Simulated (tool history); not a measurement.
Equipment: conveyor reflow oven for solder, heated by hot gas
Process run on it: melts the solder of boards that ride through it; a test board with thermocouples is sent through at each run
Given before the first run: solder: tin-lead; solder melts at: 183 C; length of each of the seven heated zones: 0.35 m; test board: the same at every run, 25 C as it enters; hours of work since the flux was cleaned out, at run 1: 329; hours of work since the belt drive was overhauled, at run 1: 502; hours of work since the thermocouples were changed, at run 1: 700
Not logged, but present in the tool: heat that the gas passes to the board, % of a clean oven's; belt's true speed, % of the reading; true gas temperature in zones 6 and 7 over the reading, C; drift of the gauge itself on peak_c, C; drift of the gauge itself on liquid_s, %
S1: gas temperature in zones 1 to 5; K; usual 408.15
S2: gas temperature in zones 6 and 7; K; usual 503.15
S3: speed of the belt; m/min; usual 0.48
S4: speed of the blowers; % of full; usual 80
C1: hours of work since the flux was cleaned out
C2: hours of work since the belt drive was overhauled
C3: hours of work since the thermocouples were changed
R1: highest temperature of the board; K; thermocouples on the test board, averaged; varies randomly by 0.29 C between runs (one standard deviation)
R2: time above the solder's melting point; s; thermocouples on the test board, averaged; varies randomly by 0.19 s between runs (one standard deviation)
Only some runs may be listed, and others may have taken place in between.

run	hour	S1	S2	S3	S4	C1	C2	C3	R1	R2
1	0	408.15	503.15	0.48	80	329	502	700	484.75	60
2	30.1	408.15	503.15	0.48	80	343	516	714	485.15	60.1
# hour 41.2: flux residue cleaned out of gas plates and filters
3	69.7	408.15	503.15	0.48	80	14	533	731	486.15	61.6
4	86.2	408.15	503.15	0.48	80	21	540	739	485.95	61.6
5	112.8	408.15	503.15	0.48	80	34	553	751	486.35	61.7
6	136.7	408.15	503.15	0.48	80	46	565	763	486.05	61.8
7	158.1	408.15	503.15	0.48	80	56	575	773	486.05	61.4
8	187.6	408.15	493.15	0.48	80	70	589	787	476.95	51.4
9	213.1	408.15	503.15	0.48	79	82	601	799	485.25	61.4
10	236.6	408.15	503.15	0.48	80	93	612	810	485.35	61.4
11	260	408.15	503.15	0.48	80	104	623	821	485.45	61.3
12	277.4	408.15	503.15	0.48	80	113	632	830	485.15	60.8
13	304	408.15	503.15	0.48	80	125	644	842	485.25	61.3
14	332.9	408.15	503.15	0.48	80	139	658	856	485.15	60.9
15	351.8	408.15	503.15	0.48	80	148	667	865	485.25	61.1
16	386.6	415.15	497.15	0.48	80	165	684	882	480.65	59.9
17	420.5	412.15	497.15	0.48	80	181	700	898	480.25	57.4
18	438.2	408.15	503.15	0.48	55	189	708	906	477.65	49.5
19	467	408.15	503.15	0.48	55	203	722	920	478.15	49.8
20	502.1	408.15	503.15	0.541	80	220	739	937	481.05	48.4
21	521.5	408.15	509.15	0.48	78	229	748	946	489.15	64.8
22	542.8	409.15	517.15	0.477	69	239	758	956	494.35	69.4
23	564.4	409.15	517.15	0.477	69	249	768	967	494.15	69.2
24	592.5	409.15	517.15	0.477	69	263	782	980	493.85	69.3
25	621.1	399.15	503.15	0.406	79	276	795	994	487.55	72.5
26	640	408.15	503.15	0.476	80	285	804	1003	484.65	61
27	668.7	408.15	503.15	0.513	83	299	818	1016	482.55	54.4
28	702.4	394.15	499.15	0.469	65	315	834	1032	474.55	43.2
29	740.4	394.15	499.15	0.469	65	333	852	1051	475.15	42.9

What if the next run were any one of these 4? Each begins from the tool's condition after run 29:
# hour 751.6: thermocouples of zones 6 and 7 changed
A	767.3	408.15	516.15	0.48	56	345	864	8	?	?
# hour 751.6: thermocouples of zones 6 and 7 changed
B	767.3	393.15	499.15	0.398	74	345	864	8	?	?
# hour 751.6: thermocouples of zones 6 and 7 changed
C	767.3	394.15	501.15	0.469	65	345	864	8	?	?
# hour 751.6: thermocouples of zones 6 and 7 changed
D	767.3	421.15	492.15	0.48	66	345	864	8	?	?

run	R1	R2
A	491.35	65.4
B	485.95	69.6
C	479.65	49.4
D	477.15	56.1
Had the tool no hidden state, the same runs would have come out as:
run	R1	R2
A	492.05	64.7
B	486.65	69.4
C	480.55	49.7
D	477.75	56

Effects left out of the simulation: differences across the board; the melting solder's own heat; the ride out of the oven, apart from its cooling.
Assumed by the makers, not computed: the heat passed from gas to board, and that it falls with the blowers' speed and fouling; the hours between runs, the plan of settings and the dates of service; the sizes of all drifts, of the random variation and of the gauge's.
